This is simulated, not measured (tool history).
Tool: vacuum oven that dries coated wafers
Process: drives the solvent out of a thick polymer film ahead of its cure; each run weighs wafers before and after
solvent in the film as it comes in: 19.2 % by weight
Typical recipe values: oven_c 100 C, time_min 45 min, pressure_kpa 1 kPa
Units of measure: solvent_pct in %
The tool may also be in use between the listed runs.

| run | hour | oven_c | time_min | pressure_kpa | solvent_pct |
|---|---|---|---|---|---|
| 1 | 0 | 100 | 45 | 1 | 1.2 |
| 2 | 14.3 | 100 | 45 | 1 | 1.17 |
| 3 | 21.1 | 100 | 45 | 1 | 1.16 |
| 4 | 32.8 | 100 | 45 | 1 | 1.16 |
| 5 | 46.3 | 100 | 45 | 1 | 1.19 |
| 6 | 54.9 | 100 | 45 | 1 | 1.16 |
| 7 | 64.1 | 100 | 45 | 2.1 | 1.49 |
| 8 | 78.5 | 101 | 45 | 2.1 | 1.37 |
| 9 | 87.1 | 100 | 45 | 1 | 1.2 |
| 10 | 98.9 | 100 | 45 | 1 | 1.2 |
| 11 | 109.9 | 100 | 45 | 1 | 1.18 |
| 12 | 116.7 | 100 | 49 | 1 | 0.96 |
| 13 | 124 | 100 | 49 | 2.43 | 1.39 |
| 14 | 133.2 | 100 | 45 | 1.67 | 1.34 |
| 15 | 147.4 | 94 | 45 | 1 | 1.95 |
| 16 | 154.9 | 94 | 45 | 1 | 2.03 |
| 17 | 164.5 | 94 | 45 | 1 | 1.99 |
| 18 | 171.1 | 94 | 45 | 1 | 1.99 |
| 19 | 179.5 | 94 | 45 | 1 | 2.1 |
| 20 | 193.8 | 100 | 45 | 1 | 1.18 |
| 21 | 202.7 | 100 | 76 | 1 | 0.48 |
| 22 | 211.5 | 100 | 45 | 3.35 | 1.9 |
| 23 | 226.2 | 100 | 45 | 3.28 | 1.85 |
| 24 | 241.7 | 100 | 45 | 3.28 | 1.87 |
| 25 | 253.3 | 100 | 41 | 1 | 1.48 |
| 26 | 268.5 | 100 | 41 | 1 | 1.41 |
| 27 | 283.5 | 104 | 26 | 1.01 | 2.4 |
| 28 | 298.6 | 100 | 45 | 0.51 | 1.04 |
| 29 | 305.8 | 100 | 28 | 1.12 | 2.9 |
| 30 | 320.4 | 115 | 31 | 2.19 | 0.85 |
| 31 | 329.8 | 92 | 31 | 1.32 | 4.25 |
| 32 | 340.5 | 92 | 31 | 1.32 | 4.31 |
| 33 | 351.3 | 92 | 31 | 1.32 | 4.24 |
| 34 | 364.2 | 92 | 31 | 1.32 | 4.36 |
| 35 | 379.2 | 112 | 77 | 0.59 | 0.2 |
| 36 | 390 | 101 | 23 | 1 | 3.6 |
| 37 | 400.2 | 88 | 28 | 1 | 5.72 |
| 38 | 410.3 | 97 | 24 | 1 | 4.31 |
| 39 | 425 | 97 | 24 | 1 | 4.35 |
| 40 | 432.3 | 97 | 24 | 1 | 4.3 |
| 41 | 447.5 | 100 | 45 | 0.51 | 1.04 |
| 42 | 455.2 | 108 | 31 | 0.51 | 1.17 |
| 43 | 462.7 | 92 | 24 | 1.2 | 5.59 |
| 44 | 474.8 | 92 | 24 | 1.2 | 5.59 |
| 45 | 481.1 | 86 | 24 | 1.76 | 7.4 |
| 46 | 496.2 | 112 | 24 | 3.87 | 2.07 |

What would each run have given without the hidden state, its run-to-run variation left as it was?
The hidden state here: true wafer temperature over the reading, C; true pressure over the reading, kPa; drift of the gauge itself on solvent_pct, %.
| run | solvent_pct |
|---|---|
| 1 | 1.11 |
| 2 | 1.07 |
| 3 | 1.07 |
| 4 | 1.07 |
| 5 | 1.09 |
| 6 | 1.06 |
| 7 | 1.38 |
| 8 | 1.27 |
| 9 | 1.1 |
| 10 | 1.09 |
| 11 | 1.08 |
| 12 | 0.86 |
| 13 | 1.28 |
| 14 | 1.22 |
| 15 | 1.79 |
| 16 | 1.86 |
| 17 | 1.82 |
| 18 | 1.83 |
| 19 | 1.93 |
| 20 | 1.06 |
| 21 | 0.42 |
| 22 | 1.76 |
| 23 | 1.71 |
| 24 | 1.73 |
| 25 | 1.33 |
| 26 | 1.26 |
| 27 | 2.21 |
| 28 | 0.91 |
| 29 | 2.69 |
| 30 | 0.77 |
| 31 | 3.98 |
| 32 | 4.04 |
| 33 | 3.97 |
| 34 | 4.09 |
| 35 | 0.17 |
| 36 | 3.36 |
| 37 | 5.42 |
| 38 | 4.04 |
| 39 | 4.07 |
| 40 | 4.03 |
| 41 | 0.89 |
| 42 | 1.03 |
| 43 | 5.28 |
| 44 | 5.28 |
| 45 | 7.07 |
| 46 | 1.89 |
